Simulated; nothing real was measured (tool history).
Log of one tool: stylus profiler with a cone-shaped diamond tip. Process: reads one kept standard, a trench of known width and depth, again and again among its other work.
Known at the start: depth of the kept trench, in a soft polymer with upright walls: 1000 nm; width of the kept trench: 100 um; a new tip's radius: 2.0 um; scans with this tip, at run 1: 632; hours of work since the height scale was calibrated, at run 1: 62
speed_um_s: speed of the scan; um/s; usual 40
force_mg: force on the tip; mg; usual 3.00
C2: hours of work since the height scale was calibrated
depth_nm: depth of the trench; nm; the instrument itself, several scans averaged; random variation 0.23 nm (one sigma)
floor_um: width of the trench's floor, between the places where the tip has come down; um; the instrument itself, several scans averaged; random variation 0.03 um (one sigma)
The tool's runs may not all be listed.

Run 1, day 0.000: usual settings; scans with this tip 632; C2 62. Result: depth_nm 1013.96 nm, floor_um 96.38 um.
Run 2, day 0.754: usual settings but speed_um_s 74 um/s; scans with this tip 744; C2 72. Result: depth_nm 1014.15 nm, floor_um 96.30 um.
Run 3, day 1.679: usual settings but speed_um_s 74 um/s; scans with this tip 882; C2 86. Result: depth_nm 1013.70 nm, floor_um 96.33 um.
Run 4, day 2.558: usual settings; scans with this tip 1013; C2 99. Result: depth_nm 1014.11 nm, floor_um 96.37 um.
Run 5, day 3.283: usual settings; scans with this tip 1121; C2 109. Result: depth_nm 1013.92 nm, floor_um 96.41 um.
Run 6, day 4.171: usual settings; scans with this tip 1254; C2 122. Result: depth_nm 1013.92 nm, floor_um 96.32 um.
Run 7, day 4.992: usual settings; scans with this tip 1376; C2 134. Result: depth_nm 1014.19 nm, floor_um 96.33 um.
Run 8, day 6.133: usual settings; scans with this tip 1546; C2 151. Result: depth_nm 1014.52 nm, floor_um 96.34 um.
Run 9, day 6.683: usual settings but speed_um_s 65 um/s; scans with this tip 1628; C2 159. Result: depth_nm 1014.21 nm, floor_um 96.27 um.
Run 10, day 7.483: usual settings but speed_um_s 30 um/s; scans with this tip 1748; C2 170. Result: depth_nm 1014.10 nm, floor_um 96.36 um.
Run 11, day 8.525: usual settings but speed_um_s 30 um/s; scans with this tip 1903; C2 185. Result: depth_nm 1014.56 nm, floor_um 96.26 um.
Run 12, day 9.671: usual settings; scans with this tip 2074; C2 202. Result: depth_nm 1014.52 nm, floor_um 96.35 um.
Run 13, day 10.783: usual settings but speed_um_s 16 um/s; scans with this tip 2239; C2 218. Result: depth_nm 1014.79 nm, floor_um 96.31 um.
Run 14, day 11.662: usual settings but speed_um_s 16 um/s; scans with this tip 2370; C2 231. Result: depth_nm 1014.64 nm, floor_um 96.34 um.
Run 15, day 12.775: usual settings but speed_um_s 16 um/s; scans with this tip 2537; C2 247. Result: depth_nm 1014.39 nm, floor_um 96.30 um.
Run 16, day 13.825: usual settings; scans with this tip 2693; C2 262. Result: depth_nm 1015.17 nm, floor_um 96.23 um.
Run 17, day 14.488: usual settings; scans with this tip 2792; C2 272. Result: depth_nm 1015.01 nm, floor_um 96.27 um.
Run 18, day 15.075: usual settings; scans with this tip 2880; C2 281. Result: depth_nm 1014.44 nm, floor_um 96.22 um.
Run 19, day 15.604: usual settings but force_mg 8.02 mg; scans with this tip 2959; C2 288. Result: depth_nm 1027.71 nm, floor_um 96.30 um.
Run 20, day 16.292: usual settings but force_mg 8.02 mg; scans with this tip 3061; C2 298. Result: depth_nm 1027.52 nm, floor_um 96.20 um.
Run 21, day 17.192: usual settings but force_mg 8.02 mg; scans with this tip 3195; C2 311. Result: depth_nm 1027.66 nm, floor_um 96.22 um.
Run 22, day 17.746: usual settings but force_mg 8.02 mg; scans with this tip 3278; C2 319. Result: depth_nm 1027.82 nm, floor_um 96.27 um.
Run 23, day 18.925: usual settings; scans with this tip 3454; C2 336. Result: depth_nm 1015.63 nm, floor_um 96.16 um.
Run 24, day 19.446: usual settings but speed_um_s 57 um/s, force_mg 6.90 mg; scans with this tip 3531; C2 344. Result: depth_nm 1025.35 nm, floor_um 96.22 um.
Run 25, day 20.317: usual settings but speed_um_s 20 um/s, force_mg 6.90 mg; scans with this tip 3661; C2 357. Result: depth_nm 1025.16 nm, floor_um 96.22 um.
Run 26, day 20.883: usual settings but speed_um_s 12 um/s, force_mg 5.63 mg; scans with this tip 3746; C2 365. Result: depth_nm 1021.88 nm, floor_um 96.27 um.
Run 27, day 21.742: usual settings but speed_um_s 12 um/s, force_mg 5.63 mg; scans with this tip 3874; C2 377. Result: depth_nm 1022.33 nm, floor_um 96.26 um.
Run 28, day 22.692: usual settings but speed_um_s 25 um/s, force_mg 1.13 mg; scans with this tip 4016; C2 391. Result: depth_nm 1009.05 nm, floor_um 96.12 um.
Run 29, day 23.408: usual settings but speed_um_s 28 um/s; scans with this tip 4122; C2 402. Result: depth_nm 1015.42 nm, floor_um 96.15 um.
Run 30, day 23.888: usual settings but speed_um_s 28 um/s; scans with this tip 4194; C2 409. Result: depth_nm 1015.49 nm, floor_um 96.21 um.
Run 31, day 24.904: usual settings but speed_um_s 28 um/s; scans with this tip 4345; C2 423. Result: depth_nm 1015.56 nm, floor_um 96.22 um.
Run 32, day 25.904: usual settings but speed_um_s 93 um/s, force_mg 5.75 mg; scans with this tip 4494; C2 438. Result: depth_nm 1022.82 nm, floor_um 96.09 um.
Run 33, day 26.588: usual settings but speed_um_s 23 um/s; scans with this tip 4596; C2 448. Result: depth_nm 1015.87 nm, floor_um 96.15 um.
Run 34, day 27.500: usual settings but speed_um_s 28 um/s, force_mg 2.10 mg; scans with this tip 4732; C2 461. Result: depth_nm 1013.14 nm, floor_um 96.15 um.
Run 35, day 28.279: usual settings but speed_um_s 28 um/s, force_mg 2.70 mg; scans with this tip 4848; C2 472. Result: depth_nm 1014.88 nm, floor_um 96.12 um.
Run 36, day 28.758: usual settings but speed_um_s 28 um/s, force_mg 2.70 mg; scans with this tip 4920; C2 479. Result: depth_nm 1015.36 nm, floor_um 96.10 um.
Run 37, day 29.612: usual settings but speed_um_s 62 um/s, force_mg 3.67 mg; scans with this tip 5047; C2 492. Result: depth_nm 1017.99 nm, floor_um 96.09 um.
Run 38, day 30.304: usual settings but speed_um_s 12 um/s, force_mg 3.67 mg; scans with this tip 5150; C2 502. Result: depth_nm 1018.45 nm, floor_um 96.22 um.
Run 39, day 30.925: usual settings but speed_um_s 11 um/s, force_mg 8.59 mg; scans with this tip 5243; C2 511. Result: depth_nm 1029.59 nm, floor_um 96.15 um.
Run 40, day 31.892: usual settings but force_mg 1.18 mg; scans with this tip 5388; C2 525. Result: depth_nm 1010.36 nm, floor_um 96.09 um.
Run 41, day 32.792: usual settings but speed_um_s 108 um/s; scans with this tip 5521; C2 538. Result: depth_nm 1016.52 nm, floor_um 95.98 um.
Run 42, day 33.571: usual settings but speed_um_s 38 um/s, force_mg 4.23 mg; scans with this tip 5637; C2 549. Result: depth_nm 1020.02 nm, floor_um 96.08 um.
Run 43, day 34.221: usual settings but speed_um_s 20 um/s, force_mg 2.92 mg; scans with this tip 5734; C2 559. Result: depth_nm 1016.11 nm, floor_um 96.14 um.
Run 44, day 35.396: usual settings but speed_um_s 21 um/s, force_mg 1.10 mg; scans with this tip 5910; C2 576. Result: depth_nm 1009.69 nm, floor_um 96.11 um.
Run 45, day 36.225: usual settings but speed_um_s 21 um/s, force_mg 1.10 mg; scans with this tip 6034; C2 588. Result: depth_nm 1010.24 nm, floor_um 96.08 um.
Run 46, day 37.388: usual settings but speed_um_s 28 um/s, force_mg 6.46 mg; scans with this tip 6207; C2 605. Result: depth_nm 1025.09 nm, floor_um 96.11 um.

The same runs without the tool's hidden state, with the same run-to-run variation:
The hidden state here: radius of the tip, um; height scale over the true one, %; drift of the gauge itself on depth_nm, %; drift of the gauge itself on floor_um, %.
run  depth_nm  floor_um
  1   1013.35     96.44
  2   1013.47     96.36
  3   1012.97     96.40
  4   1013.31     96.45
  5   1013.07     96.49
  6   1013.00     96.41
  7   1013.20     96.43
  8   1013.45     96.46
  9   1013.10     96.40
 10   1012.94     96.49
 11   1013.32     96.40
 12   1013.20     96.50
 13   1013.38     96.47
 14   1013.16     96.51
 15   1012.82     96.48
 16   1013.52     96.42
 17   1013.31     96.47
 18   1012.69     96.42
 19   1025.90     96.51
 20   1025.65     96.41
 21   1025.73     96.44
 22   1025.84     96.49
 23   1013.59     96.40
 24   1023.25     96.46
 25   1022.99     96.47
 26   1019.67     96.53
 27   1020.06     96.52
 28   1006.74     96.39
 29   1013.04     96.43
 30   1013.07     96.49
 31   1013.06     96.51
 32   1020.23     96.39
 33   1013.25     96.46
 34   1010.45     96.46
 35   1012.13     96.44
 36   1012.57     96.43
 37   1015.13     96.42
 38   1015.55     96.55
 39   1026.60     96.49
 40   1007.36     96.44
 41   1013.43     96.34
 42   1016.86     96.44
 43   1012.92     96.51
 44   1006.44     96.49
 45   1006.93     96.47
 46   1021.64     96.51
